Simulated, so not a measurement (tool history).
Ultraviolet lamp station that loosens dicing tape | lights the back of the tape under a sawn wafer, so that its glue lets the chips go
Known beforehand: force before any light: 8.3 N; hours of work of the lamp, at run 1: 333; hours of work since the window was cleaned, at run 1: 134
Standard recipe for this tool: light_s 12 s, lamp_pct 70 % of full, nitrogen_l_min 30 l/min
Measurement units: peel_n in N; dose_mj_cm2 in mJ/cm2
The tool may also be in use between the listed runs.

run,hour,light_s,lamp_pct,nitrogen_l_min,hours of work of the lamp,hours of work since the window was cleaned,peel_n,dose_mj_cm2
1,0.0,12,70,30,333,134,1.208,417
2,15.5,12,70,30,342,143,1.196,411
3,30.9,12,70,30,351,152,1.209,412
4,39.4,12,70,30,357,157,1.265,410
5,46.5,12,70,30,361,162,1.242,413
6,61.6,12,70,30,370,171,1.238,413
7,77.3,8,70,30,379,180,2.244,267
8,86.9,8,70,30,385,186,2.255,273
9,95.7,8,70,30,390,191,2.293,273
10,111.5,8,64,30,400,200,2.578,251
11,128.0,8,64,30,409,210,2.495,240
12,143.6,8,64,30,419,220,2.519,244
13,151.5,12,70,30,424,224,1.284,398
14,165.2,17,70,15,432,233,1.223,569
15,181.7,7,70,16,442,242,3.521,228
16,195.3,23,95,17,450,251,0.369,1016
17,207.4,15,95,17,457,258,0.795,660
18,219.7,15,95,17,464,265,0.784,671
19,231.3,15,65,21,471,272,1.337,451
20,243.1,7,74,27,478,279,2.759,240
21,250.6,15,62,30,483,284,1.092,432
22,259.1,15,73,46,488,289,0.630,501
23,270.0,21,70,30,494,295,0.485,673
24,285.1,7,74,37,503,304,2.388,237
25,294.7,7,74,37,509,310,2.478,239
26,310.9,7,74,37,519,320,2.451,236

Consider 5 possible next runs. They are alternatives, not a sequence: every one starts from the tool as it was left by run 26. What does each give?
A,326.7,7,70,13,528,329,?,?
B,326.7,9,74,37,528,329,?,?
C,326.7,19,72,48,528,329,?,?
D,326.7,19,83,37,528,329,?,?
E,326.7,22,80,57,528,329,?,?

run,peel_n,dose_mj_cm2
A,4.009,222
B,1.750,302
C,0.412,624
D,0.390,706
E,0.278,792
Stripped of hidden state, with their random variation kept, the same runs would have yielded:
run,peel_n,dose_mj_cm2
A,3.321,279
B,1.219,380
C,0.299,785
D,0.293,888
E,0.245,996

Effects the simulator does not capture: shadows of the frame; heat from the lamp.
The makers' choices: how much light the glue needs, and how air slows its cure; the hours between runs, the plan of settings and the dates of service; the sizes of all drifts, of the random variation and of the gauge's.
